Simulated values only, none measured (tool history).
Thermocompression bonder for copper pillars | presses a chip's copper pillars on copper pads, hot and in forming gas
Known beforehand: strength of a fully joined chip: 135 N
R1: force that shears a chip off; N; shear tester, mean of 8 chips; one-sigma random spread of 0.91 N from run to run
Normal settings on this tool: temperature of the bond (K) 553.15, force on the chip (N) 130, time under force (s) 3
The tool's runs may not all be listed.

run 1 day=0 | temperature_of_the_bond_(K)=553.15 force_on_the_chip_(N)=130 time_under_force_(s)=3 | R1=75
run 2 day=2.408 | temperature_of_the_bond_(K)=553.15 force_on_the_chip_(N)=130 time_under_force_(s)=3 | R1=73.6
run 3 day=4.138 | temperature_of_the_bond_(K)=553.15 force_on_the_chip_(N)=130 time_under_force_(s)=3 | R1=73.1
run 4 day=7.342 | temperature_of_the_bond_(K)=553.15 force_on_the_chip_(N)=130 time_under_force_(s)=3 | R1=73.6
run 5 day=10.862 | temperature_of_the_bond_(K)=553.15 force_on_the_chip_(N)=130 time_under_force_(s)=3 | R1=80.4
run 6 day=13.458 | temperature_of_the_bond_(K)=553.15 force_on_the_chip_(N)=130 time_under_force_(s)=3 | R1=79.4
run 7 day=15.208 | temperature_of_the_bond_(K)=553.15 force_on_the_chip_(N)=130 time_under_force_(s)=3 | R1=77.9
run 8 day=17.521 | temperature_of_the_bond_(K)=553.15 force_on_the_chip_(N)=130 time_under_force_(s)=3 | R1=75.7
run 9 day=19.012 | temperature_of_the_bond_(K)=553.15 force_on_the_chip_(N)=103 time_under_force_(s)=3 | R1=66.1
run 10 day=21.608 | temperature_of_the_bond_(K)=553.15 force_on_the_chip_(N)=103 time_under_force_(s)=3 | R1=67.6
run 11 day=24.517 | temperature_of_the_bond_(K)=553.15 force_on_the_chip_(N)=103 time_under_force_(s)=3 | R1=67.5
run 12 day=26.379 | temperature_of_the_bond_(K)=553.15 force_on_the_chip_(N)=103 time_under_force_(s)=3 | R1=66.9
run 13 day=27.942 | temperature_of_the_bond_(K)=566.15 force_on_the_chip_(N)=83 time_under_force_(s)=3 | R1=70.1
run 14 day=31.404 | temperature_of_the_bond_(K)=566.15 force_on_the_chip_(N)=83 time_under_force_(s)=3 | R1=67
run 15 day=35 | temperature_of_the_bond_(K)=566.15 force_on_the_chip_(N)=83 time_under_force_(s)=3 | R1=69.1
run 16 day=37.817 | temperature_of_the_bond_(K)=566.15 force_on_the_chip_(N)=83 time_under_force_(s)=3 | R1=68.6
run 17 day=41.062 | temperature_of_the_bond_(K)=571.15 force_on_the_chip_(N)=78 time_under_force_(s)=4 | R1=82.6

Put back what was entered between runs (2 entries, withheld): which listed runs does each sit between, and how does the hidden state differ from the listed run before to the listed run after?
In the gap between runs 4 and 5: forming gas filter changed (day 8.412)
  true temperature of the bond over the reading, C: 0.8 -> 1.1; force that reaches the chip, % of what is set: 103.1 -> 103.3; oxide that the forming gas leaves, % of the face: 6.5 -> 1.05
  measured less the result without the state, R1: -2.4 -> +2.4 N
In the gap between runs 16 and 17: forming gas filter changed (day 38.375)
  true temperature of the bond over the reading, C: 4.1 -> 4.4; force that reaches the chip, % of what is set: 104.5 -> 104.7; oxide that the forming gas leaves, % of the face: 6.72 -> 1.11
  measured less the result without the state, R1: +1.4 -> +6.1 N

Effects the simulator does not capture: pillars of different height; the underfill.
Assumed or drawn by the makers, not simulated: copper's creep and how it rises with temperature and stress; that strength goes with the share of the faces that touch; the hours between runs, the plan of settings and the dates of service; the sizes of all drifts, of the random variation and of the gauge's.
